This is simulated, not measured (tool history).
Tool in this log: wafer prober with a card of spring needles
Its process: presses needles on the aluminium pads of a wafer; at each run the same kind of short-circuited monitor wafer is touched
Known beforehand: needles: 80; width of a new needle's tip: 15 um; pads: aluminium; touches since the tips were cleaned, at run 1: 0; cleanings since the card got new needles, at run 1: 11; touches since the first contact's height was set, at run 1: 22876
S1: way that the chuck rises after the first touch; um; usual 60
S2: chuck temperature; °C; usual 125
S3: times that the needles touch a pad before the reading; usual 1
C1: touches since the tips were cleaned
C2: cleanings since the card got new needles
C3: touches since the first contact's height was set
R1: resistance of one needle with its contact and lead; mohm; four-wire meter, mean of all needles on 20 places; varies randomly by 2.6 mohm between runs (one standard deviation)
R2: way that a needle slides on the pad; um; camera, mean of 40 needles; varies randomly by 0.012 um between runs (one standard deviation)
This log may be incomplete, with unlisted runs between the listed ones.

{"run": 1, "hour": 0.0, "S1": 60, "S2": 125, "S3": 1, "C1": 0, "C2": 11, "C3": 22876, "R1": 295, "R2": 11.15}
{"run": 2, "hour": 7.4, "S1": 60, "S2": 125, "S3": 1, "C1": 4687, "C2": 11, "C3": 27563, "R1": 302, "R2": 11.14}
{"hour": 13.8, "done": "tips cleaned on abrasive film"}
{"run": 3, "hour": 16.3, "S1": 60, "S2": 125, "S3": 2, "C1": 1576, "C2": 12, "C3": 33051, "R1": 293, "R2": 11.14}
{"run": 4, "hour": 23.0, "S1": 60, "S2": 125, "S3": 2, "C1": 5815, "C2": 12, "C3": 37290, "R1": 298, "R2": 11.15}
{"hour": 27.0, "done": "tips cleaned on abrasive film"}
{"run": 5, "hour": 30.5, "S1": 60, "S2": 125, "S3": 2, "C1": 2206, "C2": 13, "C3": 41986, "R1": 298, "R2": 11.16}
{"run": 6, "hour": 35.3, "S1": 64, "S2": 125, "S3": 1, "C1": 5229, "C2": 13, "C3": 45009, "R1": 301, "R2": 11.91}
{"hour": 40.3, "done": "tips cleaned on abrasive film"}
{"run": 7, "hour": 40.3, "S1": 64, "S2": 125, "S3": 1, "C1": 0, "C2": 14, "C3": 48095, "R1": 295, "R2": 11.88}
{"run": 8, "hour": 48.5, "S1": 64, "S2": 125, "S3": 1, "C1": 5132, "C2": 14, "C3": 53227, "R1": 299, "R2": 11.91}
{"hour": 53.7, "done": "tips cleaned on abrasive film"}
{"run": 9, "hour": 56.3, "S1": 60, "S2": 37, "S3": 1, "C1": 1655, "C2": 15, "C3": 58098, "R1": 275, "R2": 11.15}
{"run": 10, "hour": 65.0, "S1": 60, "S2": 37, "S3": 1, "C1": 7132, "C2": 15, "C3": 63575, "R1": 275, "R2": 11.16}
{"hour": 67.0, "done": "tips cleaned on abrasive film"}
{"run": 11, "hour": 70.9, "S1": 60, "S2": 37, "S3": 1, "C1": 2477, "C2": 16, "C3": 67205, "R1": 274, "R2": 11.15}
{"run": 12, "hour": 75.9, "S1": 60, "S2": 37, "S3": 1, "C1": 5647, "C2": 16, "C3": 70375, "R1": 271, "R2": 11.17}
{"hour": 80.6, "done": "tips cleaned on abrasive film"}
{"run": 13, "hour": 82.6, "S1": 60, "S2": 37, "S3": 1, "C1": 1249, "C2": 17, "C3": 74525, "R1": 276, "R2": 11.15}
{"hour": 90.6, "done": "height of the first contact set anew"}
{"run": 14, "hour": 90.9, "S1": 60, "S2": 37, "S3": 1, "C1": 6251, "C2": 17, "C3": 162, "R1": 269, "R2": 11.16}
{"hour": 94.7, "done": "tips cleaned on abrasive film"}
{"run": 15, "hour": 96.1, "S1": 60, "S2": 37, "S3": 1, "C1": 870, "C2": 18, "C3": 3395, "R1": 271, "R2": 11.14}
{"run": 16, "hour": 104.7, "S1": 60, "S2": 37, "S3": 1, "C1": 6322, "C2": 18, "C3": 8847, "R1": 272, "R2": 11.15}
{"hour": 108.1, "done": "tips cleaned on abrasive film"}
{"run": 17, "hour": 109.3, "S1": 60, "S2": 37, "S3": 1, "C1": 748, "C2": 19, "C3": 11669, "R1": 272, "R2": 11.15}
{"run": 18, "hour": 115.9, "S1": 60, "S2": 32, "S3": 1, "C1": 4874, "C2": 19, "C3": 15795, "R1": 267, "R2": 11.17}
{"hour": 121.6, "done": "tips cleaned on abrasive film"}
{"run": 19, "hour": 122.3, "S1": 72, "S2": 80, "S3": 2, "C1": 423, "C2": 20, "C3": 19789, "R1": 284, "R2": 13.38}
{"run": 20, "hour": 129.1, "S1": 60, "S2": 125, "S3": 1, "C1": 4683, "C2": 20, "C3": 24049, "R1": 297, "R2": 11.15}
{"run": 21, "hour": 133.1, "S1": 59, "S2": 35, "S3": 1, "C1": 7185, "C2": 20, "C3": 26551, "R1": 269, "R2": 10.95}
{"hour": 135.4, "done": "tips cleaned on abrasive film"}
{"run": 22, "hour": 137.1, "S1": 65, "S2": 58, "S3": 2, "C1": 1037, "C2": 21, "C3": 29014, "R1": 274, "R2": 12.09}
{"run": 23, "hour": 144.8, "S1": 71, "S2": 54, "S3": 1, "C1": 5930, "C2": 21, "C3": 33907, "R1": 275, "R2": 13.21}
{"hour": 148.7, "done": "tips cleaned on abrasive film"}
{"run": 24, "hour": 149.9, "S1": 51, "S2": 54, "S3": 1, "C1": 752, "C2": 22, "C3": 37061, "R1": 279, "R2": 9.47}
{"run": 25, "hour": 158.9, "S1": 64, "S2": 115, "S3": 3, "C1": 6391, "C2": 22, "C3": 42700, "R1": 298, "R2": 11.9}
{"hour": 162.0, "done": "tips cleaned on abrasive film"}
{"run": 26, "hour": 167.0, "S1": 64, "S2": 115, "S3": 3, "C1": 3172, "C2": 23, "C3": 47763, "R1": 290, "R2": 11.9}
{"run": 27, "hour": 171.5, "S1": 40, "S2": 85, "S3": 1, "C1": 5991, "C2": 23, "C3": 50582, "R1": 295, "R2": 7.42}
{"hour": 175.4, "done": "tips cleaned on abrasive film"}
{"run": 28, "hour": 179.0, "S1": 44, "S2": 79, "S3": 1, "C1": 2263, "C2": 24, "C3": 55231, "R1": 291, "R2": 8.2}
{"run": 29, "hour": 182.9, "S1": 68, "S2": 95, "S3": 1, "C1": 4749, "C2": 24, "C3": 57717, "R1": 287, "R2": 12.64}
{"hour": 189.2, "done": "tips cleaned on abrasive film"}
{"run": 30, "hour": 189.2, "S1": 71, "S2": 125, "S3": 2, "C1": 0, "C2": 25, "C3": 61569, "R1": 295, "R2": 13.21}
{"run": 31, "hour": 193.1, "S1": 74, "S2": 125, "S3": 2, "C1": 2509, "C2": 25, "C3": 64078, "R1": 293, "R2": 13.78}
{"run": 32, "hour": 201.3, "S1": 68, "S2": 125, "S3": 2, "C1": 7651, "C2": 25, "C3": 69220, "R1": 295, "R2": 12.66}
{"hour": 202.4, "done": "tips cleaned on abrasive film"}
{"run": 33, "hour": 205.5, "S1": 41, "S2": 37, "S3": 1, "C1": 1975, "C2": 26, "C3": 71816, "R1": 279, "R2": 7.62}
{"run": 34, "hour": 210.4, "S1": 72, "S2": 125, "S3": 1, "C1": 5059, "C2": 26, "C3": 74900, "R1": 295, "R2": 13.4}

Hidden state at the last listed run before each entry between runs and at the first one after, where it differs:
Between runs 2 and 3: tips cleaned on abrasive film (hour 13.8)
  debris on the tips, nm: 0.4 -> 0.3
Between runs 4 and 5: tips cleaned on abrasive film (hour 27)
  debris on the tips, nm: 0.4 -> 0.3
Between runs 6 and 7: tips cleaned on abrasive film (hour 40.3)
  debris on the tips, nm: 0.4 -> 0
Between runs 8 and 9: tips cleaned on abrasive film (hour 53.7)
  debris on the tips, nm: 0.4 -> 0.3
Between runs 10 and 11: tips cleaned on abrasive film (hour 67)
  debris on the tips, nm: 0.5 -> 0.3
Between runs 12 and 13: tips cleaned on abrasive film (hour 80.6)
  debris on the tips, nm: 0.4 -> 0.3
Between runs 13 and 14: height of the first contact set anew (hour 90.6)
  debris on the tips, nm: 0.3 -> 0.5
Between runs 14 and 15: tips cleaned on abrasive film (hour 94.7)
  debris on the tips, nm: 0.5 -> 0.2
Between runs 16 and 17: tips cleaned on abrasive film (hour 108.1)
  debris on the tips, nm: 0.4 -> 0.2
Between runs 18 and 19: tips cleaned on abrasive film (hour 121.6)
  debris on the tips, nm: 0.4 -> 0.1
Between runs 21 and 22: tips cleaned on abrasive film (hour 135.4)
  debris on the tips, nm: 0.5 -> 0.2
Between runs 23 and 24: tips cleaned on abrasive film (hour 148.7)
  debris on the tips, nm: 0.4 -> 0.2
Between runs 25 and 26: tips cleaned on abrasive film (hour 162)
  debris on the tips, nm: 0.5 -> 0.4
Between runs 27 and 28: tips cleaned on abrasive film (hour 175.4)
  debris on the tips, nm: 0.4 -> 0.3
Between runs 29 and 30: tips cleaned on abrasive film (hour 189.2)
  debris on the tips, nm: 0.4 -> 0
Between runs 32 and 33: tips cleaned on abrasive film (hour 202.4)
  debris on the tips, nm: 0.5 -> 0.3

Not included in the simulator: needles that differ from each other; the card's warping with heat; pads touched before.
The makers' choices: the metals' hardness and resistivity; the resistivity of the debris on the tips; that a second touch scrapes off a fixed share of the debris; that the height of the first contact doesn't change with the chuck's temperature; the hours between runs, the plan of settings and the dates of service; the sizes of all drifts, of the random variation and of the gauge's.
